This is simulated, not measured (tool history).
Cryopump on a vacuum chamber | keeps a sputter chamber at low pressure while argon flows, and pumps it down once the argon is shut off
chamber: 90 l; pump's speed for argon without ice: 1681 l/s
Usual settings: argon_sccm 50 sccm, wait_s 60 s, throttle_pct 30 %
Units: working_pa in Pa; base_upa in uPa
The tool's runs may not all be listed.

run,hour,argon_sccm,wait_s,throttle_pct,working_pa,base_upa
1,0.0,50,60,30,0.1753,0.74
2,67.2,50,181,30,0.1763,0.44
3,127.9,50,146,30,0.1758,0.53
4,181.2,50,146,19,0.2768,0.52
5,212.4,55,60,30,0.1952,0.74
6,260.7,55,60,18,0.3195,0.77
7,315.9,55,60,18,0.3201,0.78
8,346.1,21,60,18,0.1223,0.79
9,386.2,21,60,18,0.1234,0.78
10,419.0,21,60,18,0.1233,0.78
# hour 450.2: pump warmed up, emptied and cooled again
11,461.3,65,60,18,0.3642,0.72
12,523.4,50,60,25,0.2038,0.75
13,590.3,50,202,30,0.1685,0.43
14,650.0,50,202,30,0.1707,0.43
15,708.5,50,60,30,0.1698,0.77
16,746.8,50,60,30,0.1720,0.77
17,776.5,50,60,30,0.1722,0.76
18,833.2,50,216,31,0.1664,0.47
19,900.9,50,216,31,0.1657,0.45
20,945.2,50,216,31,0.1666,0.47
21,1000.8,34,126,56,0.0650,0.59
22,1037.8,59,76,18,0.3356,0.71
23,1103.7,59,76,18,0.3357,0.69
24,1163.1,29,30,31,0.0978,1.22
25,1202.6,43,30,31,0.1455,1.29
26,1251.1,27,199,25,0.1125,0.49
27,1284.1,44,116,16,0.2840,0.55
28,1318.7,50,60,51,0.1070,0.79
29,1364.4,50,60,51,0.1056,0.84
30,1428.4,50,60,19,0.2741,0.82
31,1472.9,50,60,19,0.2724,0.83
32,1534.6,34,67,30,0.1213,0.75
33,1582.4,29,113,30,0.1033,0.64
34,1614.3,29,113,30,0.1031,0.64

Some steps in working_pa between neighbouring runs. How much of each would the tool show without its hidden state too (settings, what came in, random variation), and how much is left for the hidden state, with any gauge scatter that isn't in both results?
The hidden state here: pump's speed, % of a pump's without ice; cold plate's temperature, K; leak into the chamber, uPa l/s; drift of the gauge itself on working_pa, %; drift of the gauge itself on base_upa, %.
Run 7 -> 8: argon_sccm 55 -> 21. working_pa -0.1978 Pa: hidden state -0.0076, all else -0.1902.
Run 10 -> 11: argon_sccm 21 -> 65, pump warmed up, emptied and cooled again. working_pa +0.2409 Pa: hidden state -0.0039, all else +0.2448.
Run 21 -> 22: argon_sccm 34 -> 59, wait_s 126 -> 76, throttle_pct 56 -> 18. working_pa +0.2706 Pa: hidden state +0.0028, all else +0.2678.
Run 23 -> 24: argon_sccm 59 -> 29, wait_s 76 -> 30, throttle_pct 18 -> 31. working_pa -0.2379 Pa: hidden state -0.0031, all else -0.2348.
